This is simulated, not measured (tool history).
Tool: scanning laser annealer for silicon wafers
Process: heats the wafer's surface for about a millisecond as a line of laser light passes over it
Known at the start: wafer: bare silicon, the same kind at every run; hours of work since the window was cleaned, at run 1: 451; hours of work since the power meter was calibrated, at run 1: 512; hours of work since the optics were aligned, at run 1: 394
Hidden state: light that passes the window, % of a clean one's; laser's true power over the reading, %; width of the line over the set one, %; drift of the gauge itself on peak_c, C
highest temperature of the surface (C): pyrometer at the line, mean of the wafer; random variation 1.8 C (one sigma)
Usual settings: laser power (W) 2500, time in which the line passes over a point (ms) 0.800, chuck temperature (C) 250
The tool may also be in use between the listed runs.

run	hour	laser power (W)	time in which the line passes over a point (ms)	chuck temperature (C)	hours of work since the window was cleaned	hours of work since the power meter was calibrated	hours of work since the optics were aligned	highest temperature of the surface (C)
1	0.0	2500	0.800	250	451	512	394	929
2	42.6	2500	0.800	250	472	533	415	927
3	106.6	2500	0.800	250	504	565	447	923
# hour 146.6: window over the wafer cleaned
4	154.9	2500	0.800	248	4	587	470	973
5	236.0	2500	0.800	250	44	628	510	969
6	278.2	2500	0.800	250	65	649	531	967
7	349.8	2369	0.800	250	101	684	566	916
8	413.7	2369	0.800	250	132	716	598	914
9	492.3	2369	0.800	250	171	755	637	907
10	560.9	2369	0.800	250	205	789	671	908
11	623.2	2369	0.800	250	236	820	702	907
12	683.8	2369	0.800	250	266	850	732	898
13	742.3	2369	0.800	250	295	879	761	896
14	776.0	2369	0.800	250	312	895	778	894
15	817.6	2369	0.800	250	333	916	798	893
16	880.0	2369	0.800	250	364	947	829	892
17	946.1	2500	0.800	227	396	980	862	910
18	1024.3	2500	0.800	270	435	1018	901	949
19	1073.9	2200	0.800	250	460	1043	925	822
20	1108.1	2198	0.667	227	477	1060	942	751
21	1160.1	2198	0.667	227	502	1086	968	750
# hour 1200.6: window over the wafer cleaned
22	1238.2	2198	0.667	227	19	1124	1006	786
23	1315.7	2497	0.838	221	57	1162	1044	950
24	1392.4	2497	0.838	221	95	1200	1082	944
25	1463.4	2205	0.838	225	130	1235	1117	840
26	1519.2	2143	0.873	250	158	1263	1145	848
27	1598.3	2143	0.852	263	197	1302	1184	852
28	1653.1	2190	0.855	286	224	1329	1211	889

Forecast each of these 4 alternatives for the next run:
A	1704.3	2532	0.820	271	250	1355	1237	?
B	1704.3	2190	0.789	286	250	1355	1237	?
C	1704.3	2500	0.865	250	250	1355	1237	?
D	1704.3	2475	0.648	273	250	1355	1237	?

run	highest temperature of the surface (C)
A	987
B	864
C	972
D	897
Without the tool's hidden state the same runs would have given:
run	highest temperature of the surface (C)
A	1022
B	892
C	1007
D	927
